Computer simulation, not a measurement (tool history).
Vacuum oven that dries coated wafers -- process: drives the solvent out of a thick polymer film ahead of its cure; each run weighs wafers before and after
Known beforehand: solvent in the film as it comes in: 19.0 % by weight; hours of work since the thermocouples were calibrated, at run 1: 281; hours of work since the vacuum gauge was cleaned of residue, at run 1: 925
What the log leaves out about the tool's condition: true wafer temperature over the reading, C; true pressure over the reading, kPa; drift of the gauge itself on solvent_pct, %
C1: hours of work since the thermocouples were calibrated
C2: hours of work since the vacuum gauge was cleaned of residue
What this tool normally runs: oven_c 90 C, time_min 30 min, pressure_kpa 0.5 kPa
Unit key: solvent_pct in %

run 1 hour=0 | oven_c=90 time_min=30 pressure_kpa=0.5 | C1=281 C2=925 | solvent_pct=2.65
run 2 hour=30 | oven_c=90 time_min=30 pressure_kpa=0.5 | C1=303 C2=947 | solvent_pct=2.66
run 3 hour=88.6 | oven_c=90 time_min=43 pressure_kpa=0.5 | C1=345 C2=989 | solvent_pct=1.37
run 4 hour=156.2 | oven_c=90 time_min=43 pressure_kpa=0.5 | C1=393 C2=1037 | solvent_pct=1.36
run 5 hour=190.7 | oven_c=90 time_min=43 pressure_kpa=0.5 | C1=418 C2=1062 | solvent_pct=1.35
run 6 hour=250.1 | oven_c=90 time_min=43 pressure_kpa=0.5 | C1=461 C2=1105 | solvent_pct=1.34
run 7 hour=299 | oven_c=103 time_min=43 pressure_kpa=0.5 | C1=496 C2=1140 | solvent_pct=0.33
run 8 hour=361.6 | oven_c=90 time_min=30 pressure_kpa=0.391 | C1=541 C2=1185 | solvent_pct=2.6
run 9 hour=418.1 | oven_c=91 time_min=20 pressure_kpa=0.315 | C1=581 C2=1225 | solvent_pct=4.32
-- hour=425.4 vacuum gauge cleaned of residue and calibrated
run 10 hour=480.2 | oven_c=89 time_min=20 pressure_kpa=0.315 | C1=625 C2=39 | solvent_pct=4.87
run 11 hour=524.1 | oven_c=90 time_min=30 pressure_kpa=1.173 | C1=656 C2=71 | solvent_pct=2.96
run 12 hour=560 | oven_c=77 time_min=30 pressure_kpa=1.804 | C1=682 C2=97 | solvent_pct=6.97
run 13 hour=608 | oven_c=77 time_min=30 pressure_kpa=1.804 | C1=717 C2=131 | solvent_pct=6.92
-- hour=639 vacuum gauge cleaned of residue and calibrated, once more
run 14 hour=678.7 | oven_c=99 time_min=39 pressure_kpa=0.627 | C1=766 C2=28 | solvent_pct=0.58

Consider 3 possible next runs. They are alternatives, not a sequence: every one starts from the tool as it was left by run 14. What does each give?
run A hour=735.8 | oven_c=76 time_min=31 pressure_kpa=0.29 | C1=807 C2=69 | solvent_pct=?
run B hour=735.8 | oven_c=90 time_min=30 pressure_kpa=0.678 | C1=807 C2=69 | solvent_pct=?
run C hour=735.8 | oven_c=100 time_min=20 pressure_kpa=0.708 | C1=807 C2=69 | solvent_pct=?

run=A solvent_pct=5.98
run=B solvent_pct=2.58
run=C solvent_pct=2.26
Without the tool's unlogged condition, the same runs would have read:
run=A solvent_pct=6.24
run=B solvent_pct=2.77
run=C solvent_pct=2.43

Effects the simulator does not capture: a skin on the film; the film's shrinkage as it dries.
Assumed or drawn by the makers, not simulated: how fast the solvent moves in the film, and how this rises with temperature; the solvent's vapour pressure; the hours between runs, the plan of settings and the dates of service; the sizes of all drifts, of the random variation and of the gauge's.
